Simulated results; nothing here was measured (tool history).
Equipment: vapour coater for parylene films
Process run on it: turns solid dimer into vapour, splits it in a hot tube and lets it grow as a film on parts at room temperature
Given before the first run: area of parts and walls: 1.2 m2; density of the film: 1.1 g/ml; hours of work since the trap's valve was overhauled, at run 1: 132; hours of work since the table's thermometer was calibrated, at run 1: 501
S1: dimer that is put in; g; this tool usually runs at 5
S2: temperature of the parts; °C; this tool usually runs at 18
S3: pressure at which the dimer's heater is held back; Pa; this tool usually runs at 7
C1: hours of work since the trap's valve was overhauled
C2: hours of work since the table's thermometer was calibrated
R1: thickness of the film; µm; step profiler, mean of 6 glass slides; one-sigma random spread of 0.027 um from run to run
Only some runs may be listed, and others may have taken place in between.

run 1 hour=0 | S1=5 S2=18 S3=7 | C1=132 C2=501 | R1=2.28
run 2 hour=10.3 | S1=5 S2=18 S3=7 | C1=139 C2=508 | R1=2.26
run 3 hour=23.4 | S1=5 S2=18 S3=7 | C1=148 C2=517 | R1=2.29
run 4 hour=44.3 | S1=5 S2=18 S3=7 | C1=162 C2=532 | R1=2.29
run 5 hour=55.6 | S1=5 S2=18 S3=7 | C1=170 C2=540 | R1=2.26
run 6 hour=70.1 | S1=5 S2=18 S3=2.39 | C1=180 C2=550 | R1=2.67
run 7 hour=89.5 | S1=5 S2=18 S3=2.39 | C1=194 C2=563 | R1=2.62
run 8 hour=110.5 | S1=5 S2=18 S3=2.39 | C1=208 C2=578 | R1=2.63
run 9 hour=122.9 | S1=5 S2=18 S3=7 | C1=217 C2=586 | R1=2.27
run 10 hour=147.2 | S1=5 S2=18 S3=7 | C1=234 C2=603 | R1=2.24
run 11 hour=170.9 | S1=5 S2=11 S3=7 | C1=250 C2=620 | R1=2.83
run 12 hour=191.5 | S1=5 S2=11 S3=7 | C1=264 C2=634 | R1=2.76
run 13 hour=203.3 | S1=5 S2=18 S3=3.05 | C1=273 C2=642 | R1=2.47
run 14 hour=226.5 | S1=5 S2=18 S3=3.05 | C1=289 C2=658 | R1=2.51
run 15 hour=241.8 | S1=5 S2=18 S3=3.05 | C1=299 C2=669 | R1=2.45
run 16 hour=254.1 | S1=5 S2=18 S3=7 | C1=308 C2=677 | R1=2.21
run 17 hour=270.8 | S1=5 S2=18 S3=7 | C1=319 C2=689 | R1=2.18
run 18 hour=291.7 | S1=5 S2=18 S3=7 | C1=334 C2=703 | R1=2.23
run 19 hour=305.7 | S1=5 S2=18 S3=7 | C1=344 C2=713 | R1=2.21
run 20 hour=320.2 | S1=3 S2=12 S3=2.43 | C1=354 C2=723 | R1=1.82
run 21 hour=332.3 | S1=5 S2=18 S3=7.41 | C1=362 C2=731 | R1=2.19
run 22 hour=345.8 | S1=5 S2=27 S3=9.18 | C1=371 C2=741 | R1=1.61
run 23 hour=361.3 | S1=6 S2=11 S3=9.18 | C1=382 C2=751 | R1=3.19
run 24 hour=376.3 | S1=5 S2=18 S3=3.63 | C1=392 C2=762 | R1=2.35
run 25 hour=396.2 | S1=4 S2=17 S3=2.39 | C1=406 C2=776 | R1=2.1
run 26 hour=407.5 | S1=2 S2=12 S3=2.15 | C1=414 C2=783 | R1=1.26
run 27 hour=430.3 | S1=3 S2=12 S3=2.15 | C1=430 C2=799 | R1=1.82
run 28 hour=454.2 | S1=3 S2=12 S3=2.15 | C1=446 C2=816 | R1=1.88
run 29 hour=471.1 | S1=4 S2=13 S3=4.62 | C1=458 C2=828 | R1=2.13
run 30 hour=492.9 | S1=5 S2=18 S3=6.64 | C1=473 C2=843 | R1=2.15
run 31 hour=511.9 | S1=9 S2=18 S3=4.33 | C1=486 C2=856 | R1=4.1
run 32 hour=534.1 | S1=9 S2=18 S3=4.33 | C1=502 C2=871 | R1=4.07
run 33 hour=552.3 | S1=3 S2=22 S3=7 | C1=514 C2=884 | R1=1.13
run 34 hour=571.7 | S1=3 S2=22 S3=7 | C1=528 C2=897 | R1=1.12
run 35 hour=586.6 | S1=3 S2=22 S3=7 | C1=538 C2=907 | R1=1.14

Below are 4 alternative next runs, each starting from the tool's condition after run 35. Predict each:
run A hour=608.3 | S1=2 S2=17 S3=6.96 | C1=553 C2=923 | R1=?
run B hour=608.3 | S1=5 S2=10 S3=7 | C1=553 C2=923 | R1=?
run C hour=608.3 | S1=2 S2=22 S3=3.28 | C1=553 C2=923 | R1=?
run D hour=608.3 | S1=4 S2=10 S3=3.27 | C1=553 C2=923 | R1=?

run=A R1=0.85
run=B R1=2.68
run=C R1=0.86
run=D R1=2.42
The same runs, with their run-to-run variation unchanged, on a tool lacking any hidden condition would have given:
run=A R1=0.95
run=B R1=2.98
run=C R1=0.95
run=D R1=2.68

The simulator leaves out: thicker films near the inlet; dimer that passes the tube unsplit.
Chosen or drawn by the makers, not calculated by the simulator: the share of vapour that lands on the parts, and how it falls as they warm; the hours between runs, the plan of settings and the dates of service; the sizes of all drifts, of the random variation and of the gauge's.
